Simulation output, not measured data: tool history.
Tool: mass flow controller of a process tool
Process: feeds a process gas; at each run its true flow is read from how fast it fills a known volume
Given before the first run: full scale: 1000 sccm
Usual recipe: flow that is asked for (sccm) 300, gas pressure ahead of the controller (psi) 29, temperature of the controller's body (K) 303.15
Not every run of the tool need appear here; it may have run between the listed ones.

run	hour	flow that is asked for (sccm)	gas pressure ahead of the controller (psi)	temperature of the controller's body (K)	true flow (%)
1	0	300	29	303.15	97.45
2	98.1	465	29	303.15	98.1
3	267.2	465	29	303.15	98.16
4	419.2	465	29	303.15	98.04
5	574.5	465	29	303.15	98.02
6	672.6	300	29	307.15	97.34
7	803.4	300	29	307.15	97.41
8	957.7	300	29	307.15	97.39
9	1099.5	300	29	307.15	97.29
10	1260.8	300	29	303.15	97.23
11	1389.6	203	29	303.15	96.82
12	1496.1	203	29	303.15	96.83
13	1695.5	203	29	303.15	96.78
14	1870.7	300	29	295.15	97.39
15	2049.7	462	39.6	295.15	98.16

Predict the results of run 16:
16	2205.3	106	37	303.15	?

true flow (%): 96.58
The same run, on a tool lacking any hidden state, would have yielded true flow (%) 97.17.
